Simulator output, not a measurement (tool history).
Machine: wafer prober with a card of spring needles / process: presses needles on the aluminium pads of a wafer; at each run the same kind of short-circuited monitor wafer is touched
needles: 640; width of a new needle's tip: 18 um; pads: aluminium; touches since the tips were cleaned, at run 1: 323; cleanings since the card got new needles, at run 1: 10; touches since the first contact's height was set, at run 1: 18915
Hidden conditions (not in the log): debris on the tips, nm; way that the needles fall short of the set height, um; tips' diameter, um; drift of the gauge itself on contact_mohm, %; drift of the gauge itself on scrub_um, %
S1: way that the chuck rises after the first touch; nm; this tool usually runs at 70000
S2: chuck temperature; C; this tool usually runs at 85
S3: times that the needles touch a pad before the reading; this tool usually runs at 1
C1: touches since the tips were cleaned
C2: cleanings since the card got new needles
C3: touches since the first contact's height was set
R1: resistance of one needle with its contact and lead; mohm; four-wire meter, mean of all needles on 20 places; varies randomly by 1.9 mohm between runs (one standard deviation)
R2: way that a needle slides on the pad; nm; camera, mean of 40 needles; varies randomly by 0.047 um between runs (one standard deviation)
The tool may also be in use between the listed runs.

run   hour     S1   S2  S3    C1  C2     C3   R1     R2
  1    0.0  70000   85   1   323  10  18915  231  12170
       5.0  -- tips cleaned on abrasive film
      11.5  -- tips cleaned on abrasive film
  2   12.1  70000   85   1   146  12  21910  229  12020
      18.3  -- tips cleaned on abrasive film
  3   22.9  70000   85   2  1136  13  24581  229  12170
      25.1  -- tips cleaned on abrasive film
      32.7  -- tips cleaned on abrasive film
      39.2  -- tips cleaned on abrasive film
  4   39.8  70000   85   2   142  16  28757  227  12090
      45.6  -- tips cleaned on abrasive film
      52.6  -- tips cleaned on abrasive film
  5   55.5  70000   85   2   740  18  32660  235  12020
      59.1  -- tips cleaned on abrasive film
      65.8  -- tips cleaned on abrasive film
  6   67.2  51000   85   2   362  20  35558  233   8800
      72.9  -- tips cleaned on abrasive film
      79.1  -- tips cleaned on abrasive film
  7   79.1  70000   85   1     0  22  38485  231  12040
      86.6  -- tips cleaned on abrasive film
      93.6  -- tips cleaned on abrasive film
  8   95.6  70000   85   1   494  24  42570  231  12030
     100.4  -- tips cleaned on abrasive film
     107.5  -- tips cleaned on abrasive film
     113.8  -- tips cleaned on abrasive film
  9  113.8  70000   85   1     0  27  47068  228  12070
     120.6  -- tips cleaned on abrasive film
 10  126.6  70000   85   1  1505  28  50262  230  12080
     128.1  -- tips cleaned on abrasive film
     135.1  -- tips cleaned on abrasive film
 11  136.9  70000   85   1   449  30  52794  231  12000
     141.8  -- tips cleaned on abrasive film
 12  146.5  70000   85   1  1188  31  55191  231  12030
     149.3  -- tips cleaned on abrasive film
     155.9  -- tips cleaned on abrasive film
 13  157.2  70000   85   1   324  33  57840  228  12100
     162.2  -- tips cleaned on abrasive film
     169.1  -- tips cleaned on abrasive film
 14  170.1  70000   85   1   242  35  61023  233  12040
     175.4  -- tips cleaned on abrasive film
     181.7  -- tips cleaned on abrasive film
 15  187.2  70000   85   1  1380  37  65257  231  12010
     188.6  -- tips cleaned on abrasive film
     195.0  -- tips cleaned on abrasive film
 16  197.0  54000   85   1   495  39  67678  233   9260
     201.4  -- tips cleaned on abrasive film
     208.3  -- tips cleaned on abrasive film
 17  209.8  51000  117   3   368  41  70843  243   8800
     214.6  -- tips cleaned on abrasive film
 18  218.1  67000   40   1   872  42  72905  219  11540
     222.1  -- tips cleaned on abrasive film
     229.2  -- tips cleaned on abrasive film
 19  232.0  68000   36   1   704  44  76338  220  11700
     236.7  -- tips cleaned on abrasive film
 20  242.5  78000   29   1  1456  45  78970  217  13400
     244.2  -- tips cleaned on abrasive film
     248.5  -- height of the first contact set anew
     251.6  -- tips cleaned on abrasive film
 21  257.3  78000   29   1  1434  47   2189  212  13380
     258.9  -- tips cleaned on abrasive film
     265.1  -- tips cleaned on abrasive film
 22  266.0  52000   60   1   221  49   4314  231   8980
     271.7  -- tips cleaned on abrasive film
 23  273.5  52000   60   1   463  50   6186  227   8960
     278.7  -- tips cleaned on abrasive film
 24  283.6  59000   44   2  1248  51   8694  222  10190
     285.9  -- tips cleaned on abrasive film
 25  291.0  59000   44   2  1280  52  10531  224  10160
     292.6  -- tips cleaned on abrasive film
     299.8  -- tips cleaned on abrasive film
 26  304.9  70000  101   1  1300  54  13972  233  12080
     306.9  -- tips cleaned on abrasive film
     313.2  -- tips cleaned on abrasive film
     319.7  -- tips cleaned on abrasive film
 27  322.0  70000   56   3   574  57  18190  219  12030
     326.7  -- tips cleaned on abrasive film
     333.7  -- tips cleaned on abrasive film
 28  337.1  70000   56   3   854  59  21924  224  12060
     340.0  -- tips cleaned on abrasive film
     347.2  -- tips cleaned on abrasive film
     354.8  -- tips cleaned on abrasive film
 29  354.8  69000   56   3     0  62  26307  223  11870

Below are 3 alternative next runs, each starting from the tool's condition after run 29. Predict each:
     361.2  -- tips cleaned on abrasive film
  A  365.9  56000  31   2  1188  63  29070   ?   ?
     361.2  -- tips cleaned on abrasive film
  B  365.9  78000  53   2  1188  63  29070   ?   ?
     361.2  -- tips cleaned on abrasive film
  C  365.9  54000  83   1  1188  63  29070   ?   ?

run   R1     R2
  A  217   9590
  B  217  13490
  C  233   9320
Had the tool no hidden state, the same runs would have come out as:
run   R1     R2
  A  217   9600
  B  217  13500
  C  232   9320
